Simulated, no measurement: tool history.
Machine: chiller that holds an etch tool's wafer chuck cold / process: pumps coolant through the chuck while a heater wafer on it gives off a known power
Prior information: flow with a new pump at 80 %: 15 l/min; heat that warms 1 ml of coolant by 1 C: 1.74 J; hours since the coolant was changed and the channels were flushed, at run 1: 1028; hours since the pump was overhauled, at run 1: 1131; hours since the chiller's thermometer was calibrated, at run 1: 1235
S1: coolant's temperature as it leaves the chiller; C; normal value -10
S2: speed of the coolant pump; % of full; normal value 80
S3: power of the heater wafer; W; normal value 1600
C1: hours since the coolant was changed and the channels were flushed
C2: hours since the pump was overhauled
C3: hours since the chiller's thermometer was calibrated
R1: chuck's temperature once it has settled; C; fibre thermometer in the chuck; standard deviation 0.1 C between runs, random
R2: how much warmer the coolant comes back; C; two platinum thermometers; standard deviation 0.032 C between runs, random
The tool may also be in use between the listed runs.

run	day	S1	S2	S3	C1	C2	C3	R1	R2
1	0.000	-10	80	1600	1028	1131	1235	0.8	3.86
2	1.067	-10	80	1600	1053	1157	1261	0.8	3.80
3	2.442	-10	93	1600	1086	1190	1294	-0.1	3.23
4	3.412	-10	93	1600	1109	1213	1317	-0.2	3.25
5	5.025	-10	93	1600	1148	1252	1356	-0.2	3.27
6	6.562	-10	93	1600	1185	1289	1393	-0.4	3.19
7	7.817	-10	93	1600	1215	1319	1423	-0.3	3.27
8	9.033	-10	89	1600	1244	1348	1452	0.1	3.37
9	9.762	-10	66	1600	1262	1366	1469	3.0	4.74
10	10.612	-10	66	1600	1282	1386	1490	3.1	4.72
11	12.017	-14	72	1600	1316	1420	1523	-1.9	4.29
12	13.121	-10	60	1003	1342	1446	1550	-1.3	3.29
13	13.808	-10	80	992	1359	1463	1566	-3.3	2.36
14	14.712	-10	87	831	1381	1484	1588	-4.7	1.75
15	15.388	-15	87	2136	1397	1501	1604	-1.1	4.71

Here are 5 independent what-if runs from the current tool condition. What would each one return?
A	16.392	-15	64	1039	1421	1525	1629	?	?
B	16.392	-17	83	873	1421	1525	1629	?	?
C	16.392	-6	95	1600	1421	1525	1629	?	?
D	16.392	-10	94	863	1421	1525	1629	?	?
E	16.392	-20	87	1329	1421	1525	1629	?	?

run	R1	R2
A	-6.3	3.22
B	-11.3	2.00
C	3.6	3.24
D	-4.9	1.76
E	-11.7	2.94
With no hidden state in the tool, these same runs would have given:
run	R1	R2
A	-6.6	3.06
B	-11.4	1.90
C	3.3	3.08
D	-5.0	1.68
E	-12.0	2.80

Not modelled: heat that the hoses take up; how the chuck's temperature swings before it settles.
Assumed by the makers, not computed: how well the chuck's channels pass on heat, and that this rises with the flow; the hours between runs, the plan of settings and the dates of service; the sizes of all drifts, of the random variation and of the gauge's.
